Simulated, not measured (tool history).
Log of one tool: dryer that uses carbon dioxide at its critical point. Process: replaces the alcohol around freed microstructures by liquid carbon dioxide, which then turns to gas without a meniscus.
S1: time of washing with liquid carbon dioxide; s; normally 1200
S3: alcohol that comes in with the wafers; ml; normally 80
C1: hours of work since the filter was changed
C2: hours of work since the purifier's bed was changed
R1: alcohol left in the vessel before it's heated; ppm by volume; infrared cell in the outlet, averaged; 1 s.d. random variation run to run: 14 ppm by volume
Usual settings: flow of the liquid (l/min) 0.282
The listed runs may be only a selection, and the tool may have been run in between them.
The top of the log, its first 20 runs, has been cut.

Run 21, hour 200.5: usual settings but S1 960 s; C1 233; C2 344. Result: R1 2657 ppm by volume.
Run 22, hour 208.5: usual settings; C1 238; C2 349. Result: R1 1208 ppm by volume.
Run 23, hour 221.2: usual settings but S1 1320 s; C1 248; C2 359. Result: R1 821 ppm by volume.
Run 24, hour 233.7: usual settings but S1 1320 s; C1 257; C2 368. Result: R1 834 ppm by volume.
Run 25, hour 247.1: usual settings but S1 1020 s, flow of the liquid (l/min) 0.371; C1 266; C2 377. Result: R1 731 ppm by volume.
Run 26, hour 257.2: usual settings but S1 780 s, flow of the liquid (l/min) 0.338, S3 95 ml; C1 274; C2 385. Result: R1 3554 ppm by volume.
Run 27, hour 268.4: usual settings but S1 1320 s, flow of the liquid (l/min) 0.338, S3 95 ml; C1 282; C2 393. Result: R1 411 ppm by volume.
Run 28, hour 274.4: usual settings but S1 1680 s, S3 86 ml; C1 286; C2 397. Result: R1 320 ppm by volume.
Run 29, hour 284.1: usual settings but S1 1380 s, flow of the liquid (l/min) 0.252, S3 63 ml; C1 293; C2 404. Result: R1 943 ppm by volume.
Run 30, hour 293.8: usual settings but S1 1680 s, S3 83 ml; C1 300; C2 411. Result: R1 301 ppm by volume.
Run 31, hour 305.9: usual settings but S1 1680 s, S3 83 ml; C1 309; C2 420. Result: R1 314 ppm by volume.
Run 32, hour 315.2: usual settings but S1 840 s, flow of the liquid (l/min) 0.285, S3 84 ml; C1 316; C2 427. Result: R1 4414 ppm by volume.
Run 33, hour 324.3: usual settings but S1 840 s, flow of the liquid (l/min) 0.285, S3 84 ml; C1 323; C2 434. Result: R1 4449 ppm by volume.
Run 34, hour 335.2: usual settings but S1 840 s, flow of the liquid (l/min) 0.285, S3 84 ml; C1 331; C2 442. Result: R1 4516 ppm by volume.

Estimate the outcome of run 35 from the log above:
Run 35, hour 343.8: usual settings but S1 840 s, flow of the liquid (l/min) 0.462; C1 337; C2 448. Result: R1 ?.

{"run 35": {"R1": 680}}
Were there no unlogged condition in the tool, this run, its random variation unchanged, would have produced R1 366 ppm by volume.
